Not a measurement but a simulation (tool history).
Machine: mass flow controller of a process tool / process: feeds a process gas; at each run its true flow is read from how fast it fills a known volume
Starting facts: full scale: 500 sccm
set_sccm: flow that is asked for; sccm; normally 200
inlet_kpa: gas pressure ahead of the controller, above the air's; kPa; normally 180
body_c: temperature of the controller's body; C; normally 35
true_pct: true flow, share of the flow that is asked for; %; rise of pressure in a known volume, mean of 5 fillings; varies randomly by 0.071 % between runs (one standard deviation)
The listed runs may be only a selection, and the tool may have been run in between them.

run     day  set_sccm  inlet_kpa  body_c  true_pct
  1   0.000       200        180      35    100.08
  2   2.808       200        180      35    100.07
  3   8.042       200        180      35    100.11
  4  12.871       200        170      35    100.00
  5  15.742       200        170      35    100.21
  6  20.904       200        180      35    100.00
  7  25.904       200        180      35     99.93
  8  30.483       175        180      35    100.04
  9  35.067       175        180      35     99.95
 10  37.871       175        180      35     99.99
 11  42.550       175        270      35     99.85
 12  47.900       200        180      35    100.09
 13  53.475       200        180      35    100.10
 14  56.121        51        180      35     99.70
 15  59.817        51        199      39     99.93
 16  63.296       469        157      32    100.73
 17  68.671       469        157      32    100.66
 18  73.700        64        185      34     99.50

Run 19 has not been measured yet. What should we expect?
 19  79.442        64        185      34         ?

Run 19 came out at true_pct 99.60 %.
Had the tool carried no hidden state, the very same run would have given true_pct 99.58 %.

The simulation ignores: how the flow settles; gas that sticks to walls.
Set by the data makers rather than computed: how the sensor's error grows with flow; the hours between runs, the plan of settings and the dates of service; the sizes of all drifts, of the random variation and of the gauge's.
